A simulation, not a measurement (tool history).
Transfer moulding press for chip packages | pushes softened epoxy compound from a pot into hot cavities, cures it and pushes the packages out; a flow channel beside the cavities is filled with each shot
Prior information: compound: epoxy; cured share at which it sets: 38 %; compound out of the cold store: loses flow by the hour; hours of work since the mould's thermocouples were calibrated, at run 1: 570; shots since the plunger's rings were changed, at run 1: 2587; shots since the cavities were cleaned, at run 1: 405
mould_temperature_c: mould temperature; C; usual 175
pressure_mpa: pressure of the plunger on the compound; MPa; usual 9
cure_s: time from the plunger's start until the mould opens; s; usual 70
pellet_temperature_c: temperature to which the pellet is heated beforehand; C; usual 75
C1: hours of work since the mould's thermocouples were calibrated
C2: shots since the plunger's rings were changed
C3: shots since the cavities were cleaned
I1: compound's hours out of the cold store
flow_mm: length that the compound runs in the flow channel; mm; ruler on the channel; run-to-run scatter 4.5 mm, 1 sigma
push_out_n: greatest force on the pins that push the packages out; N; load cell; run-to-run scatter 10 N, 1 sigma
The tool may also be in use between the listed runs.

run 1 hour=0 | mould_temperature_c=175 pressure_mpa=9 cure_s=70 pellet_temperature_c=75 | C1=570 C2=2587 C3=405 | I1=43 | flow_mm=676 push_out_n=719
-- hour=13.7 cavities cleaned with cleaning compound and waxed
-- hour=17.8 mould's thermocouples calibrated
run 2 hour=27.5 | mould_temperature_c=175 pressure_mpa=9 cure_s=70 pellet_temperature_c=75 | C1=6 C2=2955 C3=181 | I1=42.4 | flow_mm=671 push_out_n=562
run 3 hour=45.6 | mould_temperature_c=175 pressure_mpa=9 cure_s=87 pellet_temperature_c=75 | C1=16 C2=3231 C3=457 | I1=12.9 | flow_mm=779 push_out_n=495
-- hour=56.9 cavities cleaned with cleaning compound and waxed
run 4 hour=89.5 | mould_temperature_c=175 pressure_mpa=9 cure_s=70 pellet_temperature_c=75 | C1=42 C2=3880 C3=499 | I1=25.4 | flow_mm=723 push_out_n=749
-- hour=97.5 cavities cleaned with cleaning compound and waxed
run 5 hour=120.4 | mould_temperature_c=175 pressure_mpa=9 cure_s=70 pellet_temperature_c=75 | C1=59 C2=4332 C3=352 | I1=38.5 | flow_mm=684 push_out_n=658
-- hour=138.1 cavities cleaned with cleaning compound and waxed
run 6 hour=143 | mould_temperature_c=175 pressure_mpa=9 cure_s=70 pellet_temperature_c=84 | C1=72 C2=4655 C3=75 | I1=31.6 | flow_mm=699 push_out_n=476
run 7 hour=167.3 | mould_temperature_c=175 pressure_mpa=10.2 cure_s=70 pellet_temperature_c=84 | C1=86 C2=5026 C3=446 | I1=30.5 | flow_mm=742 push_out_n=707
-- hour=178.9 cavities cleaned with cleaning compound and waxed
-- hour=204 mould's thermocouples calibrated, once more
run 8 hour=210.6 | mould_temperature_c=175 pressure_mpa=10.2 cure_s=70 pellet_temperature_c=84 | C1=4 C2=5636 C3=456 | I1=46.4 | flow_mm=680 push_out_n=722
-- hour=222.3 cavities cleaned with cleaning compound and waxed
run 9 hour=248.2 | mould_temperature_c=175 pressure_mpa=10.2 cure_s=70 pellet_temperature_c=84 | C1=25 C2=6189 C3=397 | I1=8.5 | flow_mm=823 push_out_n=772
-- hour=262.8 cavities cleaned with cleaning compound and waxed
run 10 hour=268.7 | mould_temperature_c=175 pressure_mpa=10.2 cure_s=70 pellet_temperature_c=84 | C1=37 C2=6480 C3=91 | I1=35.4 | flow_mm=716 push_out_n=520
-- hour=289 plunger's sealing rings changed
run 11 hour=289.1 | mould_temperature_c=171 pressure_mpa=9 cure_s=70 pellet_temperature_c=75 | C1=47 C2=1 C3=364 | I1=42.7 | flow_mm=703 push_out_n=899
-- hour=305.5 cavities cleaned with cleaning compound and waxed
run 12 hour=318.5 | mould_temperature_c=177 pressure_mpa=9 cure_s=70 pellet_temperature_c=75 | C1=64 C2=429 C3=199 | I1=14 | flow_mm=799 push_out_n=620
run 13 hour=341.3 | mould_temperature_c=177 pressure_mpa=9 cure_s=70 pellet_temperature_c=75 | C1=77 C2=778 C3=548 | I1=20.2 | flow_mm=765 push_out_n=763
-- hour=345.2 cavities cleaned with cleaning compound and waxed
run 14 hour=381.3 | mould_temperature_c=177 pressure_mpa=9 cure_s=70 pellet_temperature_c=75 | C1=100 C2=1367 C3=553 | I1=15.5 | flow_mm=779 push_out_n=724
-- hour=386.1 cavities cleaned with cleaning compound and waxed
run 15 hour=414.7 | mould_temperature_c=183 pressure_mpa=8.96 cure_s=98 pellet_temperature_c=81 | C1=119 C2=1856 C3=439 | I1=13.7 | flow_mm=770 push_out_n=452
-- hour=426.3 cavities cleaned with cleaning compound and waxed
run 16 hour=452.1 | mould_temperature_c=183 pressure_mpa=7.71 cure_s=92 pellet_temperature_c=71 | C1=140 C2=2405 C3=394 | I1=21.1 | flow_mm=689 push_out_n=446
-- hour=467.7 cavities cleaned with cleaning compound and waxed
run 17 hour=482.5 | mould_temperature_c=182 pressure_mpa=9 cure_s=70 pellet_temperature_c=84 | C1=158 C2=2848 C3=228 | I1=37 | flow_mm=680 push_out_n=438
-- hour=507.3 cavities cleaned with cleaning compound and waxed
run 18 hour=510.9 | mould_temperature_c=182 pressure_mpa=9 cure_s=70 pellet_temperature_c=84 | C1=174 C2=3260 C3=55 | I1=13.4 | flow_mm=766 push_out_n=368
run 19 hour=530.5 | mould_temperature_c=182 pressure_mpa=9 cure_s=70 pellet_temperature_c=84 | C1=185 C2=3560 C3=355 | I1=43 | flow_mm=663 push_out_n=484
-- hour=548.3 cavities cleaned with cleaning compound and waxed
run 20 hour=569.7 | mould_temperature_c=167 pressure_mpa=9.82 cure_s=73 pellet_temperature_c=84 | C1=208 C2=4137 C3=328 | I1=33.6 | flow_mm=736 push_out_n=1040
-- hour=589.4 cavities cleaned with cleaning compound and waxed
run 21 hour=589.4 | mould_temperature_c=167 pressure_mpa=9.82 cure_s=73 pellet_temperature_c=84 | C1=218 C2=4416 C3=0 | I1=8.8 | flow_mm=844 push_out_n=819
run 22 hour=619.6 | mould_temperature_c=167 pressure_mpa=9.82 cure_s=73 pellet_temperature_c=84 | C1=236 C2=4878 C3=462 | I1=18.9 | flow_mm=795 push_out_n=1243
-- hour=629.9 cavities cleaned with cleaning compound and waxed
run 23 hour=660.7 | mould_temperature_c=176 pressure_mpa=9.82 cure_s=93 pellet_temperature_c=76 | C1=260 C2=5485 C3=473 | I1=28.3 | flow_mm=728 push_out_n=453
-- hour=669.7 cavities cleaned with cleaning compound and waxed
run 24 hour=688.8 | mould_temperature_c=181 pressure_mpa=6.93 cure_s=65 pellet_temperature_c=67 | C1=276 C2=5891 C3=291 | I1=45.1 | flow_mm=557 push_out_n=565
-- hour=710.2 cavities cleaned with cleaning compound and waxed
run 25 hour=727.2 | mould_temperature_c=181 pressure_mpa=6.93 cure_s=65 pellet_temperature_c=67 | C1=297 C2=6456 C3=260 | I1=47.6 | flow_mm=549 push_out_n=526
-- hour=748.2 plunger's sealing rings changed
-- hour=755.5 cavities cleaned with cleaning compound and waxed
run 26 hour=755.7 | mould_temperature_c=178 pressure_mpa=7.55 cure_s=105 pellet_temperature_c=71 | C1=312 C2=93 C3=4 | I1=27.1 | flow_mm=685 push_out_n=301

What if the next run were any one of these 3? Each begins from the tool's condition after run 26:
run A hour=779.3 | mould_temperature_c=175 pressure_mpa=9.53 cure_s=70 pellet_temperature_c=84 | C1=326 C2=454 C3=365 | I1=27.1 | flow_mm=? push_out_n=?
run B hour=779.3 | mould_temperature_c=182 pressure_mpa=10.18 cure_s=70 pellet_temperature_c=75 | C1=326 C2=454 C3=365 | I1=14.7 | flow_mm=? push_out_n=?
run C hour=779.3 | mould_temperature_c=170 pressure_mpa=7.93 cure_s=81 pellet_temperature_c=71 | C1=326 C2=454 C3=365 | I1=35.2 | flow_mm=? push_out_n=?

run=A flow_mm=763 push_out_n=676
run=B flow_mm=836 push_out_n=484
run=C flow_mm=682 push_out_n=695
Take away the tool's hidden state, keep each run's random variation, and the runs would have read:
run=A flow_mm=770 push_out_n=465
run=B flow_mm=843 push_out_n=329
run=C flow_mm=688 push_out_n=479
